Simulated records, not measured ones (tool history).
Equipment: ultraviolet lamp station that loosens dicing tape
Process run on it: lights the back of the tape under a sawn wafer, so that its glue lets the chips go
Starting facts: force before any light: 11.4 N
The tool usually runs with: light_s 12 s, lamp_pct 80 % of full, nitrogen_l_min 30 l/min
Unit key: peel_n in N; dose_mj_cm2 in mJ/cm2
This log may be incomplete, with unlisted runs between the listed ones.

run   hour  light_s  lamp_pct  nitrogen_l_min  peel_n  dose_mj_cm2
  1    0.0       12        80              30   0.821          554
  2    5.6       12        80              30   0.891          550
  3   14.4       12        80              30   0.882          553
  4   25.3       12        80              30   0.843          555
  5   31.2       12        80              44   0.718          553
  6   39.2       12        80              44   0.728          555
  7   50.2       12        82              30   0.815          565
  8   59.1       12        82              30   0.823          568
  9   65.2       12        82              30   0.841          562
 10   74.8       12        82              30   0.830          566
 11   80.3       12        82              30   0.809          556
 12   86.3       12        80              36   0.807          543
 13   92.7       12        80              36   0.808          552
 14  103.5       12        80              24   1.009          539
 15  115.8       12        80              24   0.985          543
 16  122.0       12        80              24   1.026          542
 17  132.7       12        80              30   0.887          538
 18  142.5       12        80              20   1.095          535
 19  153.8       12        82              17   1.161          546
 20  159.9        8        64              17   3.449          284
 21  169.9       11        64              58   1.421          393
 22  175.3       16        96              10   0.564          856
 23  184.1       16        96              10   0.568          851
     185.5  -- window cleaned of glue's vapour
 24  191.6       15        80              30   0.605          651
 25  196.9       15        80              30   0.584          651
 26  208.2       12        78              54   0.809          505
 27  215.0       13        66              23   1.489          460
 28  223.6       12        80              15   1.389          517
 29  232.2        9        69              35   2.199          334
 30  241.7       16        80              30   0.493          682
 31  248.6       17        80              30   0.433          726
     254.2  -- window cleaned of glue's vapour, once more
 32  258.4       23        95              11   0.206         1251
 33  264.3       24        95              31   0.123         1299
 34  270.8       13        70              31   0.999          524

Pick out some run-to-run changes in peel_n. Of each, how much would a tool without hidden state show as well, from the settings, what came in and chance, and how much is left for the hidden state and any gauge scatter not in both results compared?
The tool's hidden condition here consists of: lamp's light, % of a new lamp's; light that the window lets through, % of a clean one's; drift of the gauge itself on peel_n, %; drift of the gauge itself on dose_mj_cm2, %.
Run 19 -> 20: light_s 12 -> 8, lamp_pct 82 -> 64. peel_n +2.288 N: hidden state +0.160, all else +2.128.
Run 20 -> 21: light_s 8 -> 11, nitrogen_l_min 17 -> 58. peel_n -2.028 N: hidden state -0.119, all else -1.909.
Run 29 -> 30: light_s 9 -> 16, lamp_pct 69 -> 80, nitrogen_l_min 35 -> 30. peel_n -1.706 N: hidden state -0.290, all else -1.416.
Run 33 -> 34: light_s 24 -> 13, lamp_pct 95 -> 70. peel_n +0.876 N: hidden state +0.141, all else +0.735.

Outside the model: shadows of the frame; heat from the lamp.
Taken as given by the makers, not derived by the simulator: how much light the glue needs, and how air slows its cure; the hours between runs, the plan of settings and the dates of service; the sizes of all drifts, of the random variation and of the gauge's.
